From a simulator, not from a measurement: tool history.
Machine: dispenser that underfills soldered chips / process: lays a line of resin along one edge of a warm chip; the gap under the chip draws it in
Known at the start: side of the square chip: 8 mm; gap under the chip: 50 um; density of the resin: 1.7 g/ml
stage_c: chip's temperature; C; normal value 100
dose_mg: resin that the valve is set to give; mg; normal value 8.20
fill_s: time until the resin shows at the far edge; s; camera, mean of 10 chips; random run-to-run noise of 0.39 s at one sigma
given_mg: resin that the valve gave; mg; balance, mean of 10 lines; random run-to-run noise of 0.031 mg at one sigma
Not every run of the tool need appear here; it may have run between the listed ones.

{"run": 1, "hour": 0.0, "stage_c": 100, "dose_mg": 8.2, "fill_s": 32.1, "given_mg": 7.97}
{"run": 2, "hour": 2.9, "stage_c": 100, "dose_mg": 8.2, "fill_s": 37.0, "given_mg": 7.96}
{"hour": 5.5, "done": "dispensing valve cleaned and set on the balance"}
{"run": 3, "hour": 7.4, "stage_c": 100, "dose_mg": 8.2, "fill_s": 45.3, "given_mg": 8.2}
{"hour": 8.5, "done": "new syringe of resin"}
{"run": 4, "hour": 11.8, "stage_c": 100, "dose_mg": 10.6, "fill_s": 30.0, "given_mg": 10.53}
{"run": 5, "hour": 15.3, "stage_c": 89, "dose_mg": 8.2, "fill_s": 53.6, "given_mg": 8.18}
{"hour": 19.3, "done": "new syringe of resin"}
{"run": 6, "hour": 19.4, "stage_c": 86, "dose_mg": 8.2, "fill_s": 40.3, "given_mg": 8.13}
{"run": 7, "hour": 22.0, "stage_c": 100, "dose_mg": 8.2, "fill_s": 29.6, "given_mg": 8.13}
{"run": 8, "hour": 24.3, "stage_c": 87, "dose_mg": 8.2, "fill_s": 49.8, "given_mg": 8.11}
{"run": 9, "hour": 27.9, "stage_c": 87, "dose_mg": 8.2, "fill_s": 62.5, "given_mg": 8.11}
{"hour": 30.0, "done": "new syringe of resin"}
{"run": 10, "hour": 30.6, "stage_c": 100, "dose_mg": 8.2, "fill_s": 26.8, "given_mg": 8.14}
{"run": 11, "hour": 34.9, "stage_c": 100, "dose_mg": 8.2, "fill_s": 33.7, "given_mg": 8.09}
{"run": 12, "hour": 37.0, "stage_c": 100, "dose_mg": 8.2, "fill_s": 38.4, "given_mg": 8.07}
{"hour": 40.8, "done": "new syringe of resin"}
{"run": 13, "hour": 41.4, "stage_c": 100, "dose_mg": 8.2, "fill_s": 26.6, "given_mg": 8.06}
{"run": 14, "hour": 45.8, "stage_c": 100, "dose_mg": 8.2, "fill_s": 34.4, "given_mg": 8.08}
{"run": 15, "hour": 50.0, "stage_c": 100, "dose_mg": 10.49, "fill_s": 42.5, "given_mg": 10.27}
{"hour": 51.7, "done": "new syringe of resin"}
{"run": 16, "hour": 53.1, "stage_c": 100, "dose_mg": 10.49, "fill_s": 26.9, "given_mg": 10.21}
{"run": 17, "hour": 57.2, "stage_c": 100, "dose_mg": 7.93, "fill_s": 35.7, "given_mg": 7.73}
{"run": 18, "hour": 61.9, "stage_c": 100, "dose_mg": 7.93, "fill_s": 46.9, "given_mg": 7.71}
{"hour": 62.6, "done": "new syringe of resin"}
{"run": 19, "hour": 65.1, "stage_c": 100, "dose_mg": 7.93, "fill_s": 29.3, "given_mg": 7.73}
{"run": 20, "hour": 69.1, "stage_c": 92, "dose_mg": 10.69, "fill_s": 45.4, "given_mg": 10.43}
{"run": 21, "hour": 72.3, "stage_c": 100, "dose_mg": 8.94, "fill_s": 43.6, "given_mg": 8.66}
{"hour": 73.5, "done": "new syringe of resin"}
{"run": 22, "hour": 76.0, "stage_c": 90, "dose_mg": 10.31, "fill_s": 38.4, "given_mg": 10.01}
{"run": 23, "hour": 80.9, "stage_c": 100, "dose_mg": 10.31, "fill_s": 37.4, "given_mg": 9.96}
{"hour": 84.3, "done": "new syringe of resin"}
{"hour": 86.1, "done": "dispensing valve cleaned and set on the balance"}
{"run": 24, "hour": 86.9, "stage_c": 98, "dose_mg": 9.11, "fill_s": 28.3, "given_mg": 9.07}
{"run": 25, "hour": 89.4, "stage_c": 105, "dose_mg": 9.11, "fill_s": 27.1, "given_mg": 9.1}
{"run": 26, "hour": 91.5, "stage_c": 102, "dose_mg": 9.52, "fill_s": 32.9, "given_mg": 9.45}
{"hour": 96.2, "done": "new syringe of resin"}
{"run": 27, "hour": 96.3, "stage_c": 92, "dose_mg": 7.52, "fill_s": 33.4, "given_mg": 7.47}
{"run": 28, "hour": 100.1, "stage_c": 92, "dose_mg": 7.52, "fill_s": 42.3, "given_mg": 7.5}
{"run": 29, "hour": 103.6, "stage_c": 113, "dose_mg": 9.33, "fill_s": 26.2, "given_mg": 9.27}
{"hour": 107.0, "done": "new syringe of resin"}
{"run": 30, "hour": 107.2, "stage_c": 113, "dose_mg": 9.33, "fill_s": 16.9, "given_mg": 9.21}
{"run": 31, "hour": 110.9, "stage_c": 100, "dose_mg": 9.69, "fill_s": 31.5, "given_mg": 9.61}
{"run": 32, "hour": 113.4, "stage_c": 100, "dose_mg": 9.69, "fill_s": 36.2, "given_mg": 9.58}
{"run": 33, "hour": 116.1, "stage_c": 100, "dose_mg": 7.28, "fill_s": 44.7, "given_mg": 7.19}
{"hour": 117.7, "done": "new syringe of resin"}
{"run": 34, "hour": 119.6, "stage_c": 100, "dose_mg": 7.28, "fill_s": 29.0, "given_mg": 7.12}
{"run": 35, "hour": 123.5, "stage_c": 101, "dose_mg": 7.31, "fill_s": 35.0, "given_mg": 7.2}

A few steps of fill_s between consecutive runs. Split each: what settings, incoming material and random variation would produce without the hidden state, and what is left over for the hidden state, along with gauge scatter present in only one of the two compared results (measured, and without hidden state):
Hidden conditions of the tool in this case: resin's viscosity, % of fresh resin's; dose that the valve gives, % of what is set; true chip temperature over the reading, C; drift of the gauge itself on fill_s, %; drift of the gauge itself on given_mg, %.
Run 4 -> 5: stage_c 100 -> 89, dose_mg 10.60 -> 8.20. fill_s +23.6 s: hidden state +12.3, all else +11.3.
Run 5 -> 6: stage_c 89 -> 86, new syringe of resin. fill_s -13.3 s: hidden state -17.6, all else +4.3.
Run 7 -> 8: stage_c 100 -> 87. fill_s +20.2 s: hidden state +8.3, all else +11.9.
Run 9 -> 10: stage_c 87 -> 100, new syringe of resin. fill_s -35.7 s: hidden state -23.8, all else -11.9.
Run 18 -> 19: new syringe of resin. fill_s -17.6 s: hidden state -17.3, all else -0.3.
